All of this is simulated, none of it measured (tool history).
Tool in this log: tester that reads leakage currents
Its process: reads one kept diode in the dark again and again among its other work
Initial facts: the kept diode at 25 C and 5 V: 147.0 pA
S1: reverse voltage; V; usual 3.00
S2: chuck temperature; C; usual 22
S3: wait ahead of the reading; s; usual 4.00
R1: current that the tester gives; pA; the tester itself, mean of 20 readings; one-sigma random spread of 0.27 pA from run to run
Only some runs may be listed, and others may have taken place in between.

run	hour	S1	S2	S3	R1
1	0.0	3.00	22	4.00	88.88
# hour 159.6: chuck's temperature calibrated
2	189.9	3.00	22	0.86	89.47
3	348.5	3.00	22	4.00	89.10
4	499.1	3.00	22	4.00	88.57
5	617.8	3.00	22	4.00	88.87
6	748.9	3.00	38	4.00	340.61
7	867.9	3.00	38	4.00	340.95
8	947.7	3.00	22	2.51	89.35
9	1107.1	3.00	22	2.51	89.48
10	1224.9	3.00	22	4.13	89.16
11	1355.6	3.00	22	4.13	89.18
12	1474.0	3.00	22	9.02	89.40
13	1589.6	3.00	22	9.02	88.86
14	1699.1	3.00	22	9.02	88.92
15	1829.9	3.00	45	0.91	590.49
# hour 1920.6: chuck's temperature calibrated
16	2004.6	3.00	30	4.15	177.35
17	2153.9	7.42	30	1.43	272.34
18	2236.7	3.00	45	0.81	590.74
19	2331.5	4.06	36	4.00	334.47
20	2482.3	15.88	22	0.70	197.84
# hour 2503.1: probe card cleaned and baked
# hour 2575.9: tester calibrated
21	2637.4	15.88	22	1.20	197.50
22	2748.0	3.25	32	1.70	217.38
23	2882.8	3.25	32	0.44	218.08
24	3001.3	3.25	32	0.44	218.56
25	3098.5	1.21	40	8.81	259.91
26	3199.1	14.61	43	2.33	1061.95
27	3358.2	17.21	43	0.90	1155.35
28	3462.9	2.39	27	1.88	124.07

Consider 5 possible next runs. They are alternatives, not a sequence: every one starts from the tool as it was left by run 28. What does each give?
A	3561.1	2.37	22	4.00	?
B	3561.1	1.11	45	0.54	?
C	3561.1	1.38	35	5.94	?
D	3561.1	2.39	21	1.33	?
E	3561.1	6.90	31	0.48	?

run	R1
A	79.92
B	367.96
C	187.19
D	73.10
E	287.46
Had the tool no hidden state, the same runs would have come out as:
run	R1
A	79.86
B	367.74
C	187.07
D	73.05
E	287.26
